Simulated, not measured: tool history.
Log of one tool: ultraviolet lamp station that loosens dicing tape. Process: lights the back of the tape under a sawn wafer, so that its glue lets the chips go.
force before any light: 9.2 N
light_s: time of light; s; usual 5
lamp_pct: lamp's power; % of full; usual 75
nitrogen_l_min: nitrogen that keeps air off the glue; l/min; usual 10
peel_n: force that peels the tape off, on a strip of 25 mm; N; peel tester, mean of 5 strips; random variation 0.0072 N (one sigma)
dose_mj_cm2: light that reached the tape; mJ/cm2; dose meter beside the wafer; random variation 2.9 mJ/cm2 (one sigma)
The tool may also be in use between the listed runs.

run   hour  light_s  lamp_pct  nitrogen_l_min  peel_n  dose_mj_cm2
  1    0.0        5        75              10   0.294          394
  2   16.3        5        75              10   0.297          400
  3   37.2        5        75              10   0.301          399
  4   58.0        5        75              10   0.294          400
  5   84.3        5        75              10   0.316          398
  6  109.2        5        75              10   0.302          397
  7  131.0        5        75              10   0.297          395
  8  147.7        5        75              10   0.313          396
  9  158.6        5        75              10   0.331          386
 10  176.4        5        75              10   0.321          386
 11  191.4        5        75               4   0.904          389
 12  207.2        5        75               4   0.905          389
 13  230.0        5        75              10   0.344          388
 14  244.3        5        75              10   0.312          383
 15  262.4        5        88              10   0.195          446
 16  280.4        5        88              10   0.215          444
 17  301.9        5        75               6   0.605          384
 18  321.8        5        75               5   0.741          382
 19  338.8        5        75               5   0.750          382
 20  358.3        5        75               5   0.760          385
 21  373.7        5        75               5   0.751          377
 22  391.3        5        75               5   0.767          372
 23  404.8        8        75               5   0.219          603
 24  428.5        2        75              10   2.417          148
 25  448.8        3        71               6   2.006          210
 26  463.7        3        71               6   1.992          208
 27  475.0        6        87              11   0.129          521
 28  493.2        6        60               8   0.547          356
 29  504.1        6        60               8   0.546          356
 30  529.8        5       100               4   0.519          495
 31  547.2        5       100               4   0.511          484
 32  564.5        6        93               5   0.285          541
 33  577.8        6        76               5   0.508          444
 34  589.4        6        76               5   0.514          448
 35  611.1        6        76               5   0.534          436
 36  633.4        2        97              18   1.128          183
 37  657.5        2        97              18   1.208          187
 38  678.9        2        97              18   1.161          188
 39  692.1        3        78               3   2.857          219
 40  708.2        5        92              10   0.224          442
 41  730.2        2        92              14   1.583          177

The next listed run, before its measurement:
 42  747.0        8        62              14       ?            ?

peel_n: 0.128 N
dose_mj_cm2: 470 mJ/cm2
Without the tool's hidden state the same run would have given peel_n 0.089 N, dose_mj_cm2 551 mJ/cm2.
